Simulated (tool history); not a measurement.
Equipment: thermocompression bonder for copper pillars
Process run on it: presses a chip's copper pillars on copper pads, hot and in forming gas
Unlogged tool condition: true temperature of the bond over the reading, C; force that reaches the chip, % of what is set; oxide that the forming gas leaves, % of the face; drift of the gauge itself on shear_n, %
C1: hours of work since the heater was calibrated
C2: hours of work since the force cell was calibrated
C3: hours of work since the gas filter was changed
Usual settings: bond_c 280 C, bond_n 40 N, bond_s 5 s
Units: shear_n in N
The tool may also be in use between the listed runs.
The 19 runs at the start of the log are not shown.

run 20 hour=741.5 | bond_c=280 bond_n=40 bond_s=5 | C1=474 C2=1106 C3=227 | shear_n=45.9
run 21 hour=786.1 | bond_c=280 bond_n=40 bond_s=5 | C1=500 C2=1132 C3=254 | shear_n=46.8
run 22 hour=812.5 | bond_c=299 bond_n=40 bond_s=12 | C1=516 C2=1147 C3=269 | shear_n=74.4
run 23 hour=842.7 | bond_c=292 bond_n=51 bond_s=12 | C1=533 C2=1165 C3=287 | shear_n=82.2
run 24 hour=875.1 | bond_c=292 bond_n=51 bond_s=8 | C1=552 C2=1184 C3=306 | shear_n=73.2
run 25 hour=917.4 | bond_c=292 bond_n=51 bond_s=8 | C1=577 C2=1209 C3=331 | shear_n=72.5
run 26 hour=971.9 | bond_c=292 bond_n=51 bond_s=4 | C1=609 C2=1241 C3=363 | shear_n=56.4
run 27 hour=996.1 | bond_c=280 bond_n=34 bond_s=5 | C1=624 C2=1256 C3=377 | shear_n=40.1
run 28 hour=1023.9 | bond_c=293 bond_n=27 bond_s=4 | C1=640 C2=1272 C3=394 | shear_n=34.6
run 29 hour=1066.4 | bond_c=293 bond_n=27 bond_s=4 | C1=665 C2=1297 C3=419 | shear_n=34.1
-- hour=1073.4 forming gas filter changed
run 30 hour=1108.8 | bond_c=280 bond_n=25 bond_s=7 | C1=690 C2=1322 C3=21 | shear_n=35.4
run 31 hour=1134.1 | bond_c=279 bond_n=27 bond_s=7 | C1=705 C2=1337 C3=36 | shear_n=36.8
run 32 hour=1172.5 | bond_c=303 bond_n=31 bond_s=5 | C1=727 C2=1359 C3=58 | shear_n=47.7
run 33 hour=1214.6 | bond_c=303 bond_n=31 bond_s=5 | C1=752 C2=1384 C3=83 | shear_n=47.7
run 34 hour=1251.5 | bond_c=299 bond_n=40 bond_s=13 | C1=774 C2=1406 C3=105 | shear_n=76.2
run 35 hour=1304.6 | bond_c=277 bond_n=26 bond_s=6 | C1=805 C2=1437 C3=136 | shear_n=32.7
run 36 hour=1330.4 | bond_c=265 bond_n=35 bond_s=6 | C1=820 C2=1452 C3=151 | shear_n=37.9
run 37 hour=1368.2 | bond_c=269 bond_n=33 bond_s=8 | C1=843 C2=1474 C3=174 | shear_n=42.1
run 38 hour=1398.4 | bond_c=269 bond_n=33 bond_s=8 | C1=860 C2=1492 C3=191 | shear_n=41.3
run 39 hour=1433.2 | bond_c=285 bond_n=40 bond_s=5 | C1=881 C2=1513 C3=212 | shear_n=47.8
run 40 hour=1481.6 | bond_c=280 bond_n=40 bond_s=12 | C1=909 C2=1541 C3=240 | shear_n=63.3
run 41 hour=1513.8 | bond_c=280 bond_n=40 bond_s=12 | C1=928 C2=1560 C3=259 | shear_n=63.4

Below are 3 alternative next runs, each starting from the tool's condition after run 41. Predict each:
run A hour=1551.6 | bond_c=280 bond_n=30 bond_s=5 | C1=951 C2=1582 C3=282 | shear_n=?
run B hour=1551.6 | bond_c=283 bond_n=58 bond_s=6 | C1=951 C2=1582 C3=282 | shear_n=?
run C hour=1551.6 | bond_c=272 bond_n=52 bond_s=5 | C1=951 C2=1582 C3=282 | shear_n=?

run=A shear_n=35.5
run=B shear_n=67.1
run=C shear_n=52.2
The same runs, with their run-to-run variation unchanged, on a tool lacking any hidden condition would have given:
run=A shear_n=35.6
run=B shear_n=67.3
run=C shear_n=52.3
